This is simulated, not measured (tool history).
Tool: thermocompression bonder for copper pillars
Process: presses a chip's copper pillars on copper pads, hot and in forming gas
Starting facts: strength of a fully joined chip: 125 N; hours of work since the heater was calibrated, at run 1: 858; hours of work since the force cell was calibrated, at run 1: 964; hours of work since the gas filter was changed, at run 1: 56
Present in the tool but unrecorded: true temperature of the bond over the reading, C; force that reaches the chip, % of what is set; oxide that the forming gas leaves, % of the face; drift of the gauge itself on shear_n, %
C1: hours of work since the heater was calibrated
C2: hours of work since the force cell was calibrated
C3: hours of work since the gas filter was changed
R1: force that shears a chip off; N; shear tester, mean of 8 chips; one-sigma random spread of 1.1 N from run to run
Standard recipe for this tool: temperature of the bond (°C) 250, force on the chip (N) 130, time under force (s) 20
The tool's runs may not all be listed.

{"run": 1, "hour": 0.0, "temperature of the bond (°C)": 250, "force on the chip (N)": 130, "time under force (s)": 20, "C1": 858, "C2": 964, "C3": 56, "R1": 84.2}
{"run": 2, "hour": 43.3, "temperature of the bond (°C)": 250, "force on the chip (N)": 130, "time under force (s)": 20, "C1": 890, "C2": 995, "C3": 88, "R1": 83}
{"run": 3, "hour": 97.3, "temperature of the bond (°C)": 250, "force on the chip (N)": 130, "time under force (s)": 20, "C1": 929, "C2": 1035, "C3": 127, "R1": 79.6}
{"hour": 101.1, "done": "forming gas filter changed"}
{"run": 4, "hour": 128.6, "temperature of the bond (°C)": 250, "force on the chip (N)": 130, "time under force (s)": 16, "C1": 952, "C2": 1058, "C3": 20, "R1": 80.9}
{"run": 5, "hour": 164.4, "temperature of the bond (°C)": 250, "force on the chip (N)": 130, "time under force (s)": 20, "C1": 978, "C2": 1084, "C3": 46, "R1": 84.3}
{"run": 6, "hour": 208.5, "temperature of the bond (°C)": 250, "force on the chip (N)": 130, "time under force (s)": 20, "C1": 1011, "C2": 1116, "C3": 79, "R1": 83}
{"run": 7, "hour": 241.8, "temperature of the bond (°C)": 250, "force on the chip (N)": 179, "time under force (s)": 20, "C1": 1035, "C2": 1140, "C3": 103, "R1": 91.5}
{"hour": 280.4, "done": "forming gas filter changed"}
{"run": 8, "hour": 294.2, "temperature of the bond (°C)": 250, "force on the chip (N)": 130, "time under force (s)": 20, "C1": 1073, "C2": 1178, "C3": 10, "R1": 85.5}
{"run": 9, "hour": 361.8, "temperature of the bond (°C)": 250, "force on the chip (N)": 130, "time under force (s)": 20, "C1": 1122, "C2": 1228, "C3": 60, "R1": 81.7}
{"hour": 366.3, "done": "force cell calibrated"}
{"run": 10, "hour": 412.3, "temperature of the bond (°C)": 248, "force on the chip (N)": 130, "time under force (s)": 20, "C1": 1158, "C2": 34, "C3": 95, "R1": 77.7}
{"hour": 461.9, "done": "forming gas filter changed"}
{"run": 11, "hour": 474.0, "temperature of the bond (°C)": 248, "force on the chip (N)": 130, "time under force (s)": 20, "C1": 1203, "C2": 78, "C3": 9, "R1": 81.1}
{"hour": 519.7, "done": "force cell calibrated, once more"}
{"run": 12, "hour": 520.5, "temperature of the bond (°C)": 248, "force on the chip (N)": 130, "time under force (s)": 20, "C1": 1236, "C2": 1, "C3": 42, "R1": 81.7}
{"run": 13, "hour": 587.8, "temperature of the bond (°C)": 248, "force on the chip (N)": 145, "time under force (s)": 20, "C1": 1285, "C2": 50, "C3": 91, "R1": 83}
{"run": 14, "hour": 623.3, "temperature of the bond (°C)": 248, "force on the chip (N)": 145, "time under force (s)": 20, "C1": 1311, "C2": 76, "C3": 117, "R1": 80.5}
{"hour": 642.5, "done": "forming gas filter changed"}
{"run": 15, "hour": 690.6, "temperature of the bond (°C)": 250, "force on the chip (N)": 151, "time under force (s)": 20, "C1": 1360, "C2": 125, "C3": 35, "R1": 88.2}
{"run": 16, "hour": 733.8, "temperature of the bond (°C)": 250, "force on the chip (N)": 151, "time under force (s)": 20, "C1": 1392, "C2": 156, "C3": 67, "R1": 87.3}
{"run": 17, "hour": 789.5, "temperature of the bond (°C)": 266, "force on the chip (N)": 151, "time under force (s)": 12, "C1": 1433, "C2": 197, "C3": 108, "R1": 87.6}
{"hour": 818.9, "done": "forming gas filter changed"}
{"run": 18, "hour": 845.0, "temperature of the bond (°C)": 266, "force on the chip (N)": 151, "time under force (s)": 12, "C1": 1473, "C2": 238, "C3": 19, "R1": 95.8}
{"run": 19, "hour": 906.0, "temperature of the bond (°C)": 267, "force on the chip (N)": 151, "time under force (s)": 45, "C1": 1518, "C2": 282, "C3": 64, "R1": 112.8}
{"run": 20, "hour": 941.8, "temperature of the bond (°C)": 267, "force on the chip (N)": 151, "time under force (s)": 45, "C1": 1544, "C2": 308, "C3": 90, "R1": 113.9}
{"run": 21, "hour": 990.2, "temperature of the bond (°C)": 223, "force on the chip (N)": 151, "time under force (s)": 11, "C1": 1579, "C2": 344, "C3": 125, "R1": 44.4}
{"hour": 993.8, "done": "forming gas filter changed"}
{"hour": 1035.1, "done": "heater calibrated with a thermocouple chip"}
{"run": 22, "hour": 1057.1, "temperature of the bond (°C)": 223, "force on the chip (N)": 151, "time under force (s)": 11, "C1": 16, "C2": 391, "C3": 45, "R1": 54.1}
{"run": 23, "hour": 1114.0, "temperature of the bond (°C)": 229, "force on the chip (N)": 89, "time under force (s)": 50, "C1": 58, "C2": 433, "C3": 87, "R1": 72.4}
{"hour": 1170.7, "done": "forming gas filter changed"}
{"run": 24, "hour": 1171.9, "temperature of the bond (°C)": 253, "force on the chip (N)": 130, "time under force (s)": 15, "C1": 100, "C2": 475, "C3": 1, "R1": 88.2}
{"run": 25, "hour": 1216.6, "temperature of the bond (°C)": 253, "force on the chip (N)": 130, "time under force (s)": 15, "C1": 133, "C2": 507, "C3": 34, "R1": 86.6}
{"run": 26, "hour": 1250.6, "temperature of the bond (°C)": 264, "force on the chip (N)": 84, "time under force (s)": 17, "C1": 157, "C2": 532, "C3": 59, "R1": 83.1}
{"run": 27, "hour": 1310.2, "temperature of the bond (°C)": 248, "force on the chip (N)": 109, "time under force (s)": 20, "C1": 201, "C2": 576, "C3": 102, "R1": 78.8}
{"hour": 1349.1, "done": "forming gas filter changed"}
{"run": 28, "hour": 1351.5, "temperature of the bond (°C)": 248, "force on the chip (N)": 109, "time under force (s)": 20, "C1": 231, "C2": 606, "C3": 2, "R1": 83.6}
{"run": 29, "hour": 1398.8, "temperature of the bond (°C)": 262, "force on the chip (N)": 126, "time under force (s)": 19, "C1": 266, "C2": 640, "C3": 36, "R1": 100.3}
{"run": 30, "hour": 1427.2, "temperature of the bond (°C)": 250, "force on the chip (N)": 118, "time under force (s)": 25, "C1": 286, "C2": 661, "C3": 57, "R1": 88.3}

A few steps of R1 between consecutive runs. Split each: what settings, incoming material and random variation would produce without the hidden state, and what is left over for the hidden state, along with gauge scatter present in only one of the two compared results (measured, and without hidden state):
Run 3 -> 4: time under force (s) 20 -> 16, forming gas filter changed. R1 +1.3 N: hidden state +6.1, all else -4.8.
Run 7 -> 8: force on the chip (N) 179 -> 130, forming gas filter changed. R1 -6 N: hidden state +5.2, all else -11.2.
Run 18 -> 19: temperature of the bond (°C) 266 -> 267, time under force (s) 12 -> 45. R1 +17 N: hidden state +0, all else +17.
Run 20 -> 21: temperature of the bond (°C) 267 -> 223, time under force (s) 45 -> 11. R1 -69.5 N: hidden state -1.8, all else -67.7.
Run 21 -> 22: forming gas filter changed, heater calibrated with a thermocouple chip. R1 +9.7 N: hidden state +11, all else -1.3.
Run 22 -> 23: temperature of the bond (°C) 223 -> 229, force on the chip (N) 151 -> 89, time under force (s) 11 -> 50. R1 +18.3 N: hidden state -2.8, all else +21.1.

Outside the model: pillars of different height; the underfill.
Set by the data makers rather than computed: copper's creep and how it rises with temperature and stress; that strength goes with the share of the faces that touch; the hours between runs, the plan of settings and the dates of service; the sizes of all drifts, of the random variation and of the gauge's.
